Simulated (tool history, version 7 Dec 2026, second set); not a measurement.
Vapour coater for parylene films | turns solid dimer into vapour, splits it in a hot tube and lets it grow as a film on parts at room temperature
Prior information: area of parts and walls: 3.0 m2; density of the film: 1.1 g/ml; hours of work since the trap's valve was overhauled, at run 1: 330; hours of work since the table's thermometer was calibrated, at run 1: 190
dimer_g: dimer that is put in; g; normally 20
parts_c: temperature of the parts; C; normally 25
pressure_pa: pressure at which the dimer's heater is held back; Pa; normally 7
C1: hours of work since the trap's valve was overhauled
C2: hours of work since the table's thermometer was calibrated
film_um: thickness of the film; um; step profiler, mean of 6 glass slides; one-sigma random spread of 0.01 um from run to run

run 1 day=0 | dimer_g=20 parts_c=25 pressure_pa=7 | C1=330 C2=190 | film_um=3.43
run 2 day=0.421 | dimer_g=20 parts_c=25 pressure_pa=7 | C1=337 C2=197 | film_um=3.43
run 3 day=0.762 | dimer_g=20 parts_c=25 pressure_pa=7 | C1=342 C2=202 | film_um=3.43
run 4 day=1.396 | dimer_g=20 parts_c=25 pressure_pa=7 | C1=352 C2=212 | film_um=3.42
run 5 day=2.133 | dimer_g=20 parts_c=25 pressure_pa=6.3 | C1=364 C2=224 | film_um=3.49
run 6 day=2.892 | dimer_g=20 parts_c=25 pressure_pa=6.3 | C1=376 C2=236 | film_um=3.47
run 7 day=3.488 | dimer_g=20 parts_c=31 pressure_pa=7 | C1=385 C2=245 | film_um=3.07
run 8 day=4.2 | dimer_g=20 parts_c=31 pressure_pa=7 | C1=396 C2=256 | film_um=3.06
run 9 day=4.954 | dimer_g=20 parts_c=31 pressure_pa=7 | C1=408 C2=268 | film_um=3.06
run 10 day=5.721 | dimer_g=20 parts_c=25 pressure_pa=7 | C1=420 C2=280 | film_um=3.43
run 11 day=6.421 | dimer_g=20 parts_c=25 pressure_pa=7 | C1=431 C2=291 | film_um=3.43
run 12 day=7.038 | dimer_g=9 parts_c=25 pressure_pa=7 | C1=441 C2=301 | film_um=1.56
run 13 day=7.792 | dimer_g=9 parts_c=25 pressure_pa=7 | C1=452 C2=313 | film_um=1.54
-- day=8.308 trap's valve overhauled
run 14 day=8.562 | dimer_g=9 parts_c=25 pressure_pa=7 | C1=4 C2=322 | film_um=1.54
run 15 day=9.271 | dimer_g=20 parts_c=25 pressure_pa=7 | C1=15 C2=333 | film_um=3.44
run 16 day=9.838 | dimer_g=20 parts_c=17 pressure_pa=7 | C1=24 C2=342 | film_um=3.99
run 17 day=10.371 | dimer_g=20 parts_c=17 pressure_pa=7 | C1=32 C2=350 | film_um=4.01
run 18 day=10.975 | dimer_g=20 parts_c=17 pressure_pa=7 | C1=42 C2=360 | film_um=4
run 19 day=11.412 | dimer_g=20 parts_c=17 pressure_pa=7 | C1=49 C2=367 | film_um=3.99
run 20 day=12.171 | dimer_g=20 parts_c=17 pressure_pa=7 | C1=61 C2=379 | film_um=4
run 21 day=12.938 | dimer_g=20 parts_c=25 pressure_pa=7 | C1=73 C2=391 | film_um=3.45
run 22 day=13.558 | dimer_g=20 parts_c=25 pressure_pa=4.82 | C1=82 C2=400 | film_um=3.61
run 23 day=14.142 | dimer_g=20 parts_c=25 pressure_pa=7 | C1=91 C2=409 | film_um=3.45
run 24 day=14.517 | dimer_g=20 parts_c=25 pressure_pa=7 | C1=97 C2=415 | film_um=3.47
run 25 day=15.192 | dimer_g=20 parts_c=25 pressure_pa=7 | C1=108 C2=426 | film_um=3.44
run 26 day=15.846 | dimer_g=10 parts_c=25 pressure_pa=2.81 | C1=118 C2=436 | film_um=1.93
run 27 day=16.588 | dimer_g=20 parts_c=25 pressure_pa=2.24 | C1=130 C2=448 | film_um=3.99
run 28 day=17.225 | dimer_g=20 parts_c=25 pressure_pa=2.24 | C1=140 C2=458 | film_um=3.99
run 29 day=17.7 | dimer_g=29 parts_c=25 pressure_pa=3.24 | C1=147 C2=465 | film_um=5.52
run 30 day=18.121 | dimer_g=11 parts_c=25 pressure_pa=3.24 | C1=154 C2=472 | film_um=2.09
run 31 day=18.508 | dimer_g=14 parts_c=25 pressure_pa=7 | C1=160 C2=478 | film_um=2.42
run 32 day=19.2 | dimer_g=10 parts_c=21 pressure_pa=7 | C1=171 C2=489 | film_um=1.86
run 33 day=19.896 | dimer_g=10 parts_c=21 pressure_pa=4.78 | C1=182 C2=500 | film_um=1.96
run 34 day=20.308 | dimer_g=14 parts_c=35 pressure_pa=3.68 | C1=188 C2=506 | film_um=2.16
run 35 day=20.875 | dimer_g=14 parts_c=25 pressure_pa=8.48 | C1=197 C2=515 | film_um=2.36
run 36 day=21.462 | dimer_g=14 parts_c=25 pressure_pa=8.48 | C1=206 C2=524 | film_um=2.34
run 37 day=21.796 | dimer_g=11 parts_c=22 pressure_pa=7 | C1=211 C2=529 | film_um=2.01
run 38 day=22.554 | dimer_g=33 parts_c=22 pressure_pa=2.08 | C1=223 C2=541 | film_um=7.02
run 39 day=23.254 | dimer_g=15 parts_c=18 pressure_pa=8.8 | C1=234 C2=552 | film_um=2.85
run 40 day=23.95 | dimer_g=15 parts_c=18 pressure_pa=8.8 | C1=245 C2=563 | film_um=2.86
run 41 day=24.421 | dimer_g=19 parts_c=29 pressure_pa=8.8 | C1=253 C2=571 | film_um=2.96
run 42 day=24.879 | dimer_g=19 parts_c=29 pressure_pa=8.8 | C1=260 C2=578 | film_um=2.93
run 43 day=25.517 | dimer_g=19 parts_c=36 pressure_pa=6.71 | C1=270 C2=588 | film_um=2.67
run 44 day=26.046 | dimer_g=26 parts_c=33 pressure_pa=6.49 | C1=278 C2=596 | film_um=3.87
run 45 day=26.562 | dimer_g=26 parts_c=33 pressure_pa=6.49 | C1=286 C2=604 | film_um=3.88
run 46 day=27.042 | dimer_g=26 parts_c=30 pressure_pa=5.17 | C1=294 C2=612 | film_um=4.23
run 47 day=27.604 | dimer_g=20 parts_c=30 pressure_pa=7 | C1=303 C2=621 | film_um=3.13
run 48 day=28.088 | dimer_g=20 parts_c=30 pressure_pa=7 | C1=310 C2=628 | film_um=3.14

Consider 3 possible next runs. They are alternatives, not a sequence: every one starts from the tool as it was left by run 48. What does each give?
run A day=28.525 | dimer_g=10 parts_c=30 pressure_pa=4 | C1=317 C2=635 | film_um=?
run B day=28.525 | dimer_g=20 parts_c=20 pressure_pa=10.51 | C1=317 C2=635 | film_um=?
run C day=28.525 | dimer_g=25 parts_c=33 pressure_pa=8.02 | C1=317 C2=635 | film_um=?

run=A film_um=1.68
run=B film_um=3.59
run=C film_um=3.62
Without the tool's unlogged condition, the same runs would have read:
run=A film_um=1.69
run=B film_um=3.6
run=C film_um=3.62
